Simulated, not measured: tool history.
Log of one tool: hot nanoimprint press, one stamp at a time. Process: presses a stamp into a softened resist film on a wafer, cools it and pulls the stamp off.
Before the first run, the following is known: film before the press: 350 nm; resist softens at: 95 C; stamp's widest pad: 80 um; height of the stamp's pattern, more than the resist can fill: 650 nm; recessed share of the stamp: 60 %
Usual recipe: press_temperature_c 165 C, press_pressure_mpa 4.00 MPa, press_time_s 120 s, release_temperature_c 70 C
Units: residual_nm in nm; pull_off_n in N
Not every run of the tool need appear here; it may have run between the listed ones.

Run 1, hour 0.0: usual settings. Result: residual_nm 189.9 nm, pull_off_n 118 N.
Run 2, hour 22.3: usual settings. Result: residual_nm 188.9 nm, pull_off_n 117 N.
Run 3, hour 43.5: usual settings. Result: residual_nm 188.0 nm, pull_off_n 114 N.
Run 4, hour 72.8: usual settings. Result: residual_nm 187.1 nm, pull_off_n 115 N.
Run 5, hour 97.7: usual settings. Result: residual_nm 187.3 nm, pull_off_n 121 N.
At hour 118.1: stamp cleaned and given a new release coat.
Run 6, hour 123.7: usual settings. Result: residual_nm 189.9 nm, pull_off_n 90 N.
Run 7, hour 147.1: usual settings. Result: residual_nm 186.0 nm, pull_off_n 95 N.
Run 8, hour 171.7: usual settings. Result: residual_nm 187.0 nm, pull_off_n 92 N.
Run 9, hour 191.1: usual settings. Result: residual_nm 186.0 nm, pull_off_n 97 N.
Run 10, hour 222.8: usual settings. Result: residual_nm 184.7 nm, pull_off_n 99 N.
Run 11, hour 254.2: usual settings. Result: residual_nm 183.7 nm, pull_off_n 96 N.
Run 12, hour 270.0: usual settings but press_pressure_mpa 3.51 MPa, release_temperature_c 72 C. Result: residual_nm 192.9 nm, pull_off_n 92 N.
Run 13, hour 297.3: usual settings but press_pressure_mpa 3.51 MPa, release_temperature_c 72 C. Result: residual_nm 192.8 nm, pull_off_n 92 N.
Run 14, hour 324.5: usual settings but press_pressure_mpa 3.51 MPa, release_temperature_c 72 C. Result: residual_nm 192.0 nm, pull_off_n 92 N.
At hour 330.2: plate thermocouple calibrated.
Run 15, hour 352.9: usual settings but press_temperature_c 158 C, press_time_s 106 s. Result: residual_nm 235.8 nm, pull_off_n 99 N.
Run 16, hour 368.4: usual settings but press_temperature_c 158 C, press_time_s 106 s. Result: residual_nm 233.9 nm, pull_off_n 99 N.
Run 17, hour 383.8: usual settings but press_temperature_c 158 C, press_time_s 106 s. Result: residual_nm 232.7 nm, pull_off_n 98 N.
At hour 402.3: press's hydraulic seals changed and the load cell set to zero.
Run 18, hour 407.0: usual settings but press_temperature_c 158 C, press_time_s 106 s. Result: residual_nm 228.1 nm, pull_off_n 96 N.
Run 19, hour 432.6: usual settings but press_pressure_mpa 6.23 MPa, press_time_s 237 s, release_temperature_c 58 C. Result: residual_nm 108.0 nm, pull_off_n 137 N.

Consider 4 possible next runs. They are alternatives, not a sequence: every one starts from the tool as it was left by run 19. What does each give?
Run A, hour 455.2: usual settings but press_temperature_c 162 C, release_temperature_c 66 C. Result: residual_nm ?, pull_off_n ?.
Run B, hour 455.2: usual settings but press_pressure_mpa 6.23 MPa, press_time_s 115 s, release_temperature_c 58 C. Result: residual_nm ?, pull_off_n ?.
Run C, hour 455.2: usual settings but press_temperature_c 162 C. Result: residual_nm ?, pull_off_n ?.
Run D, hour 455.2: usual settings but press_pressure_mpa 6.23 MPa, press_time_s 106 s, release_temperature_c 58 C. Result: residual_nm ?, pull_off_n ?.

run  residual_nm  pull_off_n
  A        193.3         111
  B        146.5         135
  C        191.8         101
  D        149.8         133
The same runs, with their run-to-run variation unchanged, on a tool lacking any hidden condition would have given:
run  residual_nm  pull_off_n
  A        214.3         103
  B        164.6         123
  C        212.8          94
  D        168.1         122

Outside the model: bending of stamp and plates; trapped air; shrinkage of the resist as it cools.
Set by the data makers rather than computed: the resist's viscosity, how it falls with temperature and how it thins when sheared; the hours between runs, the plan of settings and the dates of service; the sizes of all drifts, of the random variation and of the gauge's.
